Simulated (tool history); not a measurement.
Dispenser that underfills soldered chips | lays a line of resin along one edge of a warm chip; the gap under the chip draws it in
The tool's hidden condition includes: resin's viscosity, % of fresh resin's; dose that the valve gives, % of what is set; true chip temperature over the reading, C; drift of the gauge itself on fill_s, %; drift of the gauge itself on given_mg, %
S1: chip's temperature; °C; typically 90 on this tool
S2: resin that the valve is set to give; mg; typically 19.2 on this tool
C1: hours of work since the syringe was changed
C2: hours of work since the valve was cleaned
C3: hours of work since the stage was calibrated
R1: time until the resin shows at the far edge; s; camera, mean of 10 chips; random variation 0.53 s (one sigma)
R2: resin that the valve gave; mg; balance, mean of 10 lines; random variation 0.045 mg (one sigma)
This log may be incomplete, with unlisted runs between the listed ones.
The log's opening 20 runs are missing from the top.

| run | hour | S1 | S2 | C1 | C2 | C3 | R1 | R2 |
|---|---|---|---|---|---|---|---|---|
|  | 82.0 | new syringe of resin |
| 21 | 84.3 | 103 | 24.5 | 2 | 45 | 204 | 34.1 | 24.20 |
| 22 | 88.0 | 78 | 23.5 | 4 | 48 | 206 | 79.6 | 23.21 |
| 23 | 91.3 | 78 | 23.5 | 7 | 50 | 209 | 87.5 | 23.17 |
| 24 | 93.9 | 79 | 17.6 | 8 | 52 | 211 | 96.8 | 17.40 |
|  | 97.6 | new syringe of resin |
| 25 | 99.0 | 96 | 17.6 | 1 | 55 | 214 | 40.8 | 17.28 |
| 26 | 104.3 | 98 | 24.1 | 5 | 59 | 218 | 44.9 | 23.67 |
| 27 | 108.0 | 92 | 17.8 | 7 | 62 | 220 | 62.8 | 17.37 |
| 28 | 112.7 | 80 | 22.4 | 11 | 65 | 224 | 101.2 | 21.98 |
|  | 113.4 | new syringe of resin |
| 29 | 116.2 | 80 | 22.4 | 2 | 67 | 226 | 64.9 | 21.90 |
| 30 | 120.8 | 80 | 22.4 | 5 | 70 | 229 | 76.8 | 21.86 |
| 31 | 123.4 | 86 | 22.5 | 7 | 72 | 231 | 70.4 | 21.97 |
| 32 | 126.7 | 87 | 20.7 | 9 | 75 | 234 | 76.4 | 20.18 |
|  | 129.0 | new syringe of resin |
| 33 | 129.3 | 81 | 21.0 | 0 | 76 | 235 | 59.7 | 20.51 |
| 34 | 133.3 | 78 | 18.6 | 3 | 79 | 238 | 76.5 | 18.07 |
| 35 | 136.5 | 89 | 18.0 | 5 | 81 | 240 | 63.1 | 17.50 |
| 36 | 139.2 | 97 | 16.8 | 7 | 83 | 242 | 55.0 | 16.39 |

Alternative continuations, all from the tool just after run 36; predict every row:
| A | 144.2 | 85 | 21.4 | 11 | 87 | 246 | ? | ? |
| B | 144.2 | 97 | 20.0 | 11 | 87 | 246 | ? | ? |
| C | 144.2 | 97 | 20.2 | 11 | 87 | 246 | ? | ? |

| run | R1 | R2 |
|---|---|---|
| A | 89.9 | 20.82 |
| B | 64.1 | 19.44 |
| C | 63.6 | 19.64 |
The same runs, with their run-to-run variation unchanged, on a tool lacking any hidden condition would have given:
| run | R1 | R2 |
|---|---|---|
| A | 51.5 | 21.42 |
| B | 36.6 | 20.00 |
| C | 36.5 | 20.21 |

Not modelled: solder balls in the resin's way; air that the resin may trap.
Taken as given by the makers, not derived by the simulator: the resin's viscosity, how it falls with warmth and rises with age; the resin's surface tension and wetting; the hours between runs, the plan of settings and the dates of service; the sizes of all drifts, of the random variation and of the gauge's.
